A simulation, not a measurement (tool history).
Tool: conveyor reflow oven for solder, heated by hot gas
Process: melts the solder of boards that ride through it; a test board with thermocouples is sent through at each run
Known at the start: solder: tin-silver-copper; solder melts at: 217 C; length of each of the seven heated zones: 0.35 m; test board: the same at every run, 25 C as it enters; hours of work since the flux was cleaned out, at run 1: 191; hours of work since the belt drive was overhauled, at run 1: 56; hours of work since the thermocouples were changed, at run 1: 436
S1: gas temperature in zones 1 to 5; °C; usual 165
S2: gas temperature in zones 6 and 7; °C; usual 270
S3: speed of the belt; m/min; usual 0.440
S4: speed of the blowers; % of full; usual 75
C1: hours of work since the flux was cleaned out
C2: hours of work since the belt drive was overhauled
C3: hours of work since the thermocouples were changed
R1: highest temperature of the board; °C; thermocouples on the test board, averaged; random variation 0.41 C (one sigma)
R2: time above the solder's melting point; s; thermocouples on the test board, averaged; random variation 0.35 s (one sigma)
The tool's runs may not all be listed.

run	day	S1	S2	S3	S4	C1	C2	C3	R1	R2
1	0.000	165	270	0.440	75	191	56	436	255.6	72.0
# day 2.758: flux residue cleaned out of gas plates and filters
2	2.758	165	270	0.440	75	0	104	484	256.7	72.9
3	5.058	165	270	0.440	75	43	147	527	255.6	72.9
4	6.617	165	270	0.440	75	73	177	557	256.3	72.9
5	8.688	165	270	0.440	75	112	216	596	255.7	72.6
# day 11.742: thermocouples of zones 6 and 7 changed
6	11.783	165	270	0.440	55	169	272	1	250.9	66.2
7	14.000	165	270	0.440	55	210	314	43	250.4	65.4
# day 15.729: flux residue cleaned out of gas plates and filters
8	16.962	165	274	0.497	55	23	366	95	249.0	56.4
9	18.212	165	270	0.420	75	47	390	118	257.8	77.8

Run 10 comes next. What will it give?
10	21.079	165	279	0.484	54	101	444	172	?	?

{"run 10": {"R1": 253.8, "R2": 62.4}}
Without the tool's hidden state the same run would have given R1 254.4 °C, R2 62.4 s.
